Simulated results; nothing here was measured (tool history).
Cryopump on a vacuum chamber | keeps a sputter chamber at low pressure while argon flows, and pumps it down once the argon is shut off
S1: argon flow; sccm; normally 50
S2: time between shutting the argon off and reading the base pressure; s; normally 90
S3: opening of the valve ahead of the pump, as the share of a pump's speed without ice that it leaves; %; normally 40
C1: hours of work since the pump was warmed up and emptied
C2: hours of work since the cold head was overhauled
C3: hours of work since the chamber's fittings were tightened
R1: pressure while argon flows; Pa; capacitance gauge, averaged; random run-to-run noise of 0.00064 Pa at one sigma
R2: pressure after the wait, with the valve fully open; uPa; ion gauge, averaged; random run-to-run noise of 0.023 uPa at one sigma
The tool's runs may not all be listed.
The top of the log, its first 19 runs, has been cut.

{"run": 20, "hour": 848.6, "S1": 50, "S2": 123, "S3": 22, "C1": 411, "C2": 1812, "C3": 517, "R1": 0.1962, "R2": 1.17}
{"run": 21, "hour": 883.8, "S1": 98, "S2": 123, "S3": 50, "C1": 431, "C2": 1832, "C3": 537, "R1": 0.1828, "R2": 1.25}
{"run": 22, "hour": 926.3, "S1": 98, "S2": 123, "S3": 50, "C1": 455, "C2": 1856, "C3": 561, "R1": 0.1836, "R2": 1.21}
{"run": 23, "hour": 957.9, "S1": 98, "S2": 123, "S3": 50, "C1": 473, "C2": 1874, "C3": 579, "R1": 0.1858, "R2": 1.28}
{"run": 24, "hour": 1012.9, "S1": 98, "S2": 71, "S3": 58, "C1": 504, "C2": 1905, "C3": 610, "R1": 0.1659, "R2": 1.71}
{"run": 25, "hour": 1039.0, "S1": 30, "S2": 23, "S3": 58, "C1": 519, "C2": 1920, "C3": 624, "R1": 0.0516, "R2": 3.44}
{"run": 26, "hour": 1074.2, "S1": 66, "S2": 23, "S3": 30, "C1": 539, "C2": 1940, "C3": 644, "R1": 0.1982, "R2": 3.44}
{"run": 27, "hour": 1105.1, "S1": 66, "S2": 23, "S3": 30, "C1": 556, "C2": 1957, "C3": 662, "R1": 0.1992, "R2": 3.54}
{"run": 28, "hour": 1140.5, "S1": 66, "S2": 23, "S3": 30, "C1": 576, "C2": 1977, "C3": 682, "R1": 0.2017, "R2": 3.6}
{"run": 29, "hour": 1184.5, "S1": 96, "S2": 90, "S3": 40, "C1": 601, "C2": 2002, "C3": 707, "R1": 0.2304, "R2": 1.61}
{"run": 30, "hour": 1237.7, "S1": 96, "S2": 121, "S3": 40, "C1": 631, "C2": 2032, "C3": 737, "R1": 0.2324, "R2": 1.57}
{"run": 31, "hour": 1289.4, "S1": 96, "S2": 121, "S3": 40, "C1": 661, "C2": 2062, "C3": 766, "R1": 0.2362, "R2": 1.54}
{"run": 32, "hour": 1325.9, "S1": 73, "S2": 90, "S3": 15, "C1": 681, "C2": 2082, "C3": 787, "R1": 0.4251, "R2": 1.79}
{"hour": 1339.3, "done": "pump warmed up, emptied and cooled again"}
{"run": 33, "hour": 1382.5, "S1": 60, "S2": 36, "S3": 40, "C1": 24, "C2": 2111, "C3": 816, "R1": 0.1234, "R2": 2.51}

Here are 4 independent what-if runs from the current tool condition. What would each one return?
{"run": "A", "hour": 1414.4, "S1": 68, "S2": 157, "S3": 22, "C1": 43, "C2": 2130, "C3": 834, "R1": "?", "R2": "?"}
{"run": "B", "hour": 1414.4, "S1": 60, "S2": 29, "S3": 51, "C1": 43, "C2": 2130, "C3": 834, "R1": "?", "R2": "?"}
{"run": "C", "hour": 1414.4, "S1": 60, "S2": 36, "S3": 29, "C1": 43, "C2": 2130, "C3": 834, "R1": "?", "R2": "?"}
{"run": "D", "hour": 1414.4, "S1": 50, "S2": 291, "S3": 40, "C1": 43, "C2": 2130, "C3": 834, "R1": "?", "R2": "?"}

run=A R1=0.2533 R2=1.21
run=B R1=0.0982 R2=2.81
run=C R1=0.1717 R2=2.47
run=D R1=0.1033 R2=1.03
With no hidden state in the tool, these same runs would have given:
run=A R1=0.2501 R2=0.54
run=B R1=0.0953 R2=2.16
run=C R1=0.1688 R2=1.81
run=D R1=0.1009 R2=0.36
